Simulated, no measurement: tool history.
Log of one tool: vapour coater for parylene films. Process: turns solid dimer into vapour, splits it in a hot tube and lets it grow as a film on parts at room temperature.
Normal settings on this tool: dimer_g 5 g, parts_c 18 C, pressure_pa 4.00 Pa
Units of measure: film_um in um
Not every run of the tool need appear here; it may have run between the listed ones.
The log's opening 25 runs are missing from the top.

| run | hour | dimer_g | parts_c | pressure_pa | film_um |
|---|---|---|---|---|---|
| 26 | 882.6 | 5 | 24 | 2.52 | 1.04 |
| 27 | 921.6 | 5 | 13 | 4.00 | 1.44 |
| 28 | 952.0 | 5 | 13 | 4.00 | 1.41 |
| 29 | 987.5 | 5 | 13 | 2.69 | 1.55 |
| 30 | 1029.1 | 8 | 26 | 4.82 | 1.37 |
| 31 | 1073.4 | 3 | 18 | 6.58 | 0.62 |
| 32 | 1123.2 | 7 | 18 | 2.90 | 1.78 |
| 33 | 1148.0 | 7 | 18 | 2.90 | 1.78 |

Branching from run 33: 4 alternative next runs. What would each branch give?
| A | 1183.1 | 7 | 24 | 2.90 | ? |
| B | 1183.1 | 8 | 10 | 8.17 | ? |
| C | 1183.1 | 4 | 11 | 6.89 | ? |
| D | 1183.1 | 2 | 18 | 4.00 | ? |

| run | film_um |
|---|---|
| A | 1.40 |
| B | 2.17 |
| C | 1.08 |
| D | 0.46 |
Without the tool's hidden state the same runs would have given:
| run | film_um |
|---|---|
| A | 1.40 |
| B | 2.18 |
| C | 1.09 |
| D | 0.46 |

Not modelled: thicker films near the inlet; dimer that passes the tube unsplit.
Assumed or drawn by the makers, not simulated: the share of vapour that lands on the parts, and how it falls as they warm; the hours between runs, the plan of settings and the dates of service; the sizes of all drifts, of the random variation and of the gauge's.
